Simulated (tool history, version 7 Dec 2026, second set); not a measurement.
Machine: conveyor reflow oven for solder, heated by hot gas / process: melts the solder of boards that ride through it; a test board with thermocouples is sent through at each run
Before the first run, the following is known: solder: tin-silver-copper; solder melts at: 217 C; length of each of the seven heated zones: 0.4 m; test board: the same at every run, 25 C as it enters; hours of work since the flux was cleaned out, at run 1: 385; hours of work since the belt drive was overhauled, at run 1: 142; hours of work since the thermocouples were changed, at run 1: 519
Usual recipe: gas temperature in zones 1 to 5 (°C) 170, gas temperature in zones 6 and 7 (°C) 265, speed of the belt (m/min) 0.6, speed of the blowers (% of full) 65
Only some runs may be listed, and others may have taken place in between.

run	day	gas temperature in zones 1 to 5 (°C)	gas temperature in zones 6 and 7 (°C)	speed of the belt (m/min)	speed of the blowers (% of full)	hours of work since the flux was cleaned out	hours of work since the belt drive was overhauled	hours of work since the thermocouples were changed	highest temperature of the board (°C)	time above the solder's melting point (s)
1	0	170	265	0.6	65	385	142	519	250.5	57.9
2	2.138	170	265	0.6	65	413	170	547	251.1	57.5
# day 3.138: flux residue cleaned out of gas plates and filters
3	4.133	170	265	0.6	65	13	194	571	253.7	59.9
4	5.517	170	265	0.6	65	31	212	589	253.3	59.9
5	7.429	170	265	0.6	65	57	238	614	253.1	60.1
6	9.042	170	265	0.6	53	78	259	635	252.3	59
7	10.238	170	265	0.6	53	94	275	651	251.1	58.5
8	12.904	170	265	0.6	53	129	310	686	250.9	58.5
9	14.346	170	265	0.6	70	148	329	705	253.2	60.7
10	17.158	170	265	0.6	52	185	366	742	251.2	57.6
11	19.542	183	257	0.6	52	216	397	774	245.1	58.9
12	21.262	179	270	0.6	60	239	420	796	257.1	65.8
13	23.042	171	265	0.6	59	263	444	820	251.4	60.6

Forecast each of these 4 alternatives for the next run:
A	25.508	162	265	0.677	76	295	476	853	?	?
B	25.508	171	256	0.622	59	295	476	853	?	?
C	25.508	171	261	0.701	56	295	476	853	?	?
D	25.508	170	265	0.713	59	295	476	853	?	?

run	highest temperature of the board (°C)	time above the solder's melting point (s)
A	247.8	46.9
B	242.4	49
C	242.3	42
D	245.3	43
With the hidden condition removed and each run's random variation left untouched, the same runs would have given:
run	highest temperature of the board (°C)	time above the solder's melting point (s)
A	249.4	48.6
B	243.2	50.3
C	243.6	43.6
D	246.8	44.6
